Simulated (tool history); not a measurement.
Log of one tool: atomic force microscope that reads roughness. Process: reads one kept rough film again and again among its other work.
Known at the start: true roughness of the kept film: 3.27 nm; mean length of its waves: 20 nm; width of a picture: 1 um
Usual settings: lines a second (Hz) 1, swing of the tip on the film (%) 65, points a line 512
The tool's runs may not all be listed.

| run | hour | lines a second (Hz) | swing of the tip on the film (%) | points a line | roughness of the kept film (nm (root mean square)) |
|---|---|---|---|---|---|
| 1 | 0 | 1 | 65 | 512 | 2.528 |
|  | 3.5 | new tip fitted |
| 2 | 17.5 | 1 | 65 | 512 | 2.518 |
|  | 35.2 | new tip fitted |
| 3 | 47.2 | 1 | 65 | 512 | 2.518 |
| 4 | 63.7 | 1 | 65 | 459 | 2.522 |
|  | 68.8 | new tip fitted |
| 5 | 89.8 | 1 | 65 | 459 | 2.519 |
|  | 103.1 | new tip fitted |
| 6 | 113.3 | 1 | 65 | 459 | 2.526 |
| 7 | 129.8 | 1 | 65 | 459 | 2.513 |
|  | 135.5 | new tip fitted |
| 8 | 159.2 | 1 | 75 | 459 | 2.449 |
|  | 167.4 | new tip fitted |
| 9 | 174.9 | 1 | 75 | 459 | 2.461 |
|  | 199.7 | new tip fitted |
| 10 | 200.1 | 1.93 | 65 | 770 | 2.457 |
| 11 | 220.3 | 1.02 | 73 | 828 | 2.497 |
|  | 231.7 | new tip fitted |
| 12 | 236.3 | 1 | 63 | 512 | 2.534 |
| 13 | 255.6 | 0.65 | 72 | 512 | 2.534 |
|  | 263.4 | new tip fitted |
| 14 | 276.1 | 3.16 | 65 | 292 | 2.286 |
|  | 296.3 | new tip fitted |
| 15 | 306.6 | 3.16 | 65 | 292 | 2.267 |
|  | 328.8 | new tip fitted |
| 16 | 334.7 | 3.16 | 65 | 292 | 2.297 |
|  | 361.8 | new tip fitted |
| 17 | 367.3 | 1.04 | 66 | 292 | 2.476 |
| 18 | 382.5 | 2.13 | 87 | 321 | 2.017 |

5 ways to go on from here, each from the tool as it stands after run 18. What would each give?
|  | 394.2 | new tip fitted |
| A | 401.8 | 1.74 | 76 | 630 | ? |
|  | 394.2 | new tip fitted |
| B | 401.8 | 1.26 | 76 | 861 | ? |
|  | 394.2 | new tip fitted |
| C | 401.8 | 0.96 | 64 | 412 | ? |
|  | 394.2 | new tip fitted |
| D | 401.8 | 2.13 | 79 | 603 | ? |
|  | 394.2 | new tip fitted |
| E | 401.8 | 1.07 | 65 | 512 | ? |

| run | roughness of the kept film (nm (root mean square)) |
|---|---|
| A | 2.313 |
| B | 2.393 |
| C | 2.538 |
| D | 2.212 |
| E | 2.524 |
Without the tool's hidden state the same runs would have given:
| run | roughness of the kept film (nm (root mean square)) |
|---|---|
| A | 2.316 |
| B | 2.397 |
| C | 2.541 |
| D | 2.215 |
| E | 2.528 |
